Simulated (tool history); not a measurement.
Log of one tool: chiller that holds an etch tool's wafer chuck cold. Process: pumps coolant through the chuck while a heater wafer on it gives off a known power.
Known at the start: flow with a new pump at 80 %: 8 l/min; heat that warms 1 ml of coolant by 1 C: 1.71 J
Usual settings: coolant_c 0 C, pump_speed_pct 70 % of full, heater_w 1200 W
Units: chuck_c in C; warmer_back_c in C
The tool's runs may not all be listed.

| run | hour | coolant_c | pump_speed_pct | heater_w | chuck_c | warmer_back_c |
|---|---|---|---|---|---|---|
| 1 | 0 | 0 | 70 | 1200 | 12.6 | 6.05 |
| 2 | 75.4 | 6 | 70 | 1200 | 18.6 | 6.02 |
| 3 | 128 | 6 | 70 | 1200 | 18.5 | 6.07 |
| 4 | 184 | 6 | 70 | 1200 | 18.5 | 6.07 |
| 5 | 281.3 | -3 | 70 | 1200 | 9.6 | 6.06 |
| 6 | 325.2 | 0 | 70 | 1200 | 12.3 | 6.1 |
| 7 | 409.1 | 0 | 70 | 910 | 9.4 | 4.65 |
| 8 | 460.5 | 0 | 65 | 1200 | 13.3 | 6.58 |
| 9 | 521.8 | 0 | 65 | 1200 | 13.3 | 6.51 |
|  | 530.8 | chiller's thermometer calibrated |
| 10 | 575.8 | 0 | 65 | 1769 | 19.3 | 9.7 |
| 11 | 617.1 | 0 | 65 | 1769 | 19.5 | 9.7 |
| 12 | 691.9 | 0 | 65 | 1769 | 19.3 | 9.72 |
| 13 | 770.9 | 0 | 70 | 1200 | 12.4 | 6.12 |
| 14 | 862 | -9 | 70 | 607 | -2.8 | 3.19 |
| 15 | 948.7 | 9 | 76 | 649 | 15.4 | 3.08 |
| 16 | 1029.8 | 6 | 76 | 1553 | 21.2 | 7.33 |
| 17 | 1102.9 | -3 | 95 | 1075 | 6 | 4.05 |
| 18 | 1161.8 | 4 | 89 | 1200 | 14.4 | 4.79 |
| 19 | 1205.1 | 0 | 70 | 971 | 10.3 | 5.06 |
| 20 | 1266.4 | 1 | 68 | 890 | 10.3 | 4.75 |
| 21 | 1346.2 | 1 | 68 | 890 | 10.6 | 4.78 |
| 22 | 1412.9 | 1 | 68 | 890 | 10.4 | 4.82 |
| 23 | 1474.5 | 9 | 63 | 891 | 19.2 | 5.21 |
| 24 | 1532.5 | -9 | 79 | 1162 | 2.1 | 5.29 |
| 25 | 1626.9 | 0 | 93 | 981 | 8.3 | 3.82 |

Forecast each of these 4 alternatives for the next run:
| A | 1669 | 0 | 61 | 981 | ? | ? |
| B | 1669 | 8 | 66 | 810 | ? | ? |
| C | 1669 | -3 | 93 | 684 | ? | ? |
| D | 1669 | 7 | 66 | 1200 | ? | ? |

| run | chuck_c | warmer_back_c |
|---|---|---|
| A | 11.2 | 5.91 |
| B | 16.7 | 4.56 |
| C | 2.8 | 2.74 |
| D | 20.1 | 6.63 |
Without the tool's hidden state the same runs would have given:
| run | chuck_c | warmer_back_c |
|---|---|---|
| A | 11.2 | 5.72 |
| B | 16.7 | 4.36 |
| C | 2.8 | 2.55 |
| D | 20.1 | 6.43 |

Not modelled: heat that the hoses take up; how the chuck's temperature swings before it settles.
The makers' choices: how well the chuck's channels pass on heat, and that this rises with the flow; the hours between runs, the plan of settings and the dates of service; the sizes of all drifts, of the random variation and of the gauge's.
